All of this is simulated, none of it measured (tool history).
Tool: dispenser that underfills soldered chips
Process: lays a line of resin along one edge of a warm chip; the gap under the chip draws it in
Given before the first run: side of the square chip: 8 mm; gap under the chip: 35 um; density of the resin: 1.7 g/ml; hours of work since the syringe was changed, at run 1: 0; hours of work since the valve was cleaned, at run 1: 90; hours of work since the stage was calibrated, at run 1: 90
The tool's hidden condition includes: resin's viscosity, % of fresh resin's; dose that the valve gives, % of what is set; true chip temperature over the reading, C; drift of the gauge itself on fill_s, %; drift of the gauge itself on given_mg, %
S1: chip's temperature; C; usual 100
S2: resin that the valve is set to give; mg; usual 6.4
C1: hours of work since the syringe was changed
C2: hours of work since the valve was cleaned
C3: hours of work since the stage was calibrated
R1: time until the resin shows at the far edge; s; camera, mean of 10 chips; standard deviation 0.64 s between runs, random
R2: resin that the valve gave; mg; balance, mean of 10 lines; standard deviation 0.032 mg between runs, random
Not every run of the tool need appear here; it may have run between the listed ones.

| run | hour | S1 | S2 | C1 | C2 | C3 | R1 | R2 |
|---|---|---|---|---|---|---|---|---|
| 1 | 0 | 100 | 6.4 | 0 | 90 | 90 | 56.4 | 6.09 |
|  | 7 | new syringe of resin |
| 2 | 7 | 100 | 6.85 | 0 | 95 | 95 | 55.7 | 6.48 |
| 3 | 13.2 | 100 | 6.85 | 5 | 99 | 100 | 79.9 | 6.4 |
|  | 14.5 | new syringe of resin |
| 4 | 19 | 100 | 6.85 | 3 | 104 | 104 | 73.2 | 6.43 |
|  | 22.1 | new syringe of resin |
| 5 | 27 | 100 | 6.4 | 4 | 109 | 110 | 73.6 | 5.96 |
|  | 29.4 | new syringe of resin |
| 6 | 32 | 100 | 6.4 | 2 | 113 | 114 | 63.2 | 5.96 |
|  | 36.9 | new syringe of resin |
| 7 | 40.4 | 100 | 6.4 | 3 | 119 | 120 | 68.6 | 5.94 |
|  | 44.3 | new syringe of resin |
| 8 | 45.9 | 100 | 6.4 | 1 | 123 | 124 | 61 | 5.9 |
| 9 | 51 | 100 | 6.4 | 5 | 127 | 128 | 81.5 | 5.95 |
|  | 51.8 | new syringe of resin |
| 10 | 57.2 | 100 | 6.4 | 4 | 132 | 132 | 76 | 5.92 |
|  | 58.9 | new syringe of resin |
|  | 59.9 | dispensing valve cleaned and set on the balance |
| 11 | 65 | 92 | 6.4 | 4 | 4 | 137 | 97.9 | 6.37 |
|  | 67.3 | new syringe of resin |
| 12 | 72.3 | 92 | 6.4 | 4 | 9 | 142 | 98 | 6.34 |
|  | 74.7 | new syringe of resin |
| 13 | 80.5 | 100 | 6.4 | 4 | 15 | 149 | 76.4 | 6.42 |
|  | 82.1 | new syringe of resin |
| 14 | 85.6 | 100 | 8.26 | 3 | 19 | 152 | 68.7 | 8.19 |
|  | 89.7 | new syringe of resin |
| 15 | 91.4 | 100 | 6.4 | 1 | 23 | 156 | 62.1 | 6.26 |
|  | 97.3 | new syringe of resin |
| 16 | 99.4 | 100 | 5.51 | 2 | 29 | 162 | 65.2 | 5.37 |
|  | 104.7 | new syringe of resin |
| 17 | 105.7 | 100 | 6.4 | 1 | 34 | 167 | 58 | 6.26 |
|  | 112.1 | new syringe of resin |
| 18 | 113 | 99 | 8.04 | 1 | 39 | 172 | 61.1 | 7.91 |
| 19 | 117.7 | 99 | 8.04 | 4 | 43 | 176 | 80.6 | 7.79 |
|  | 119.8 | new syringe of resin |
| 20 | 123.7 | 99 | 8.04 | 3 | 47 | 180 | 70.3 | 7.75 |
|  | 127.1 | new syringe of resin |
| 21 | 127.7 | 88 | 6.87 | 0 | 50 | 183 | 88.1 | 6.68 |
| 22 | 133.7 | 96 | 6.13 | 5 | 54 | 188 | 94.1 | 5.94 |
|  | 134.5 | new syringe of resin |
| 23 | 139.5 | 104 | 6.4 | 4 | 58 | 192 | 65.8 | 6.18 |
|  | 141.6 | new syringe of resin |
| 24 | 147.5 | 93 | 7.27 | 5 | 64 | 198 | 100.3 | 7.04 |
|  | 148.9 | new syringe of resin |
| 25 | 152.7 | 88 | 5.71 | 3 | 68 | 201 | 105.9 | 5.47 |
|  | 156.3 | new syringe of resin |
| 26 | 160 | 110 | 5.94 | 3 | 73 | 207 | 48.1 | 5.71 |
|  | 163.8 | new syringe of resin |
| 27 | 167.6 | 88 | 6.46 | 3 | 79 | 212 | 105.6 | 6.09 |
|  | 171.4 | new syringe of resin |
| 28 | 175.2 | 101 | 6.68 | 3 | 85 | 218 | 64.9 | 6.4 |
|  | 178.6 | new syringe of resin |
| 29 | 180.3 | 104 | 5.71 | 1 | 88 | 222 | 54.3 | 5.38 |
|  | 185.9 | new syringe of resin |
| 30 | 188.6 | 97 | 6.4 | 2 | 94 | 228 | 70.5 | 6.02 |
|  | 193.2 | new syringe of resin |
| 31 | 193.5 | 97 | 6.4 | 0 | 98 | 231 | 61 | 6.02 |
| 32 | 199.5 | 97 | 6.4 | 5 | 102 | 236 | 88.6 | 6.02 |
|  | 200.4 | new syringe of resin |
| 33 | 205.5 | 100 | 6.61 | 4 | 107 | 240 | 75.1 | 6.18 |

What if the next run were any one of these 3? Each begins from the tool's condition after run 33:
|  | 207.5 | new syringe of resin |
| A | 209.2 | 105 | 5.74 | 1 | 109 | 243 | ? | ? |
|  | 207.5 | new syringe of resin |
| B | 209.2 | 85 | 7.57 | 1 | 109 | 243 | ? | ? |
|  | 207.5 | new syringe of resin |
| C | 209.2 | 105 | 7.51 | 1 | 109 | 243 | ? | ? |

| run | R1 | R2 |
|---|---|---|
| A | 52.2 | 5.39 |
| B | 103.6 | 7.07 |
| C | 49.7 | 7.03 |
With no hidden state in the tool, these same runs would have given:
| run | R1 | R2 |
|---|---|---|
| A | 47.9 | 5.77 |
| B | 96.4 | 7.56 |
| C | 46.1 | 7.52 |

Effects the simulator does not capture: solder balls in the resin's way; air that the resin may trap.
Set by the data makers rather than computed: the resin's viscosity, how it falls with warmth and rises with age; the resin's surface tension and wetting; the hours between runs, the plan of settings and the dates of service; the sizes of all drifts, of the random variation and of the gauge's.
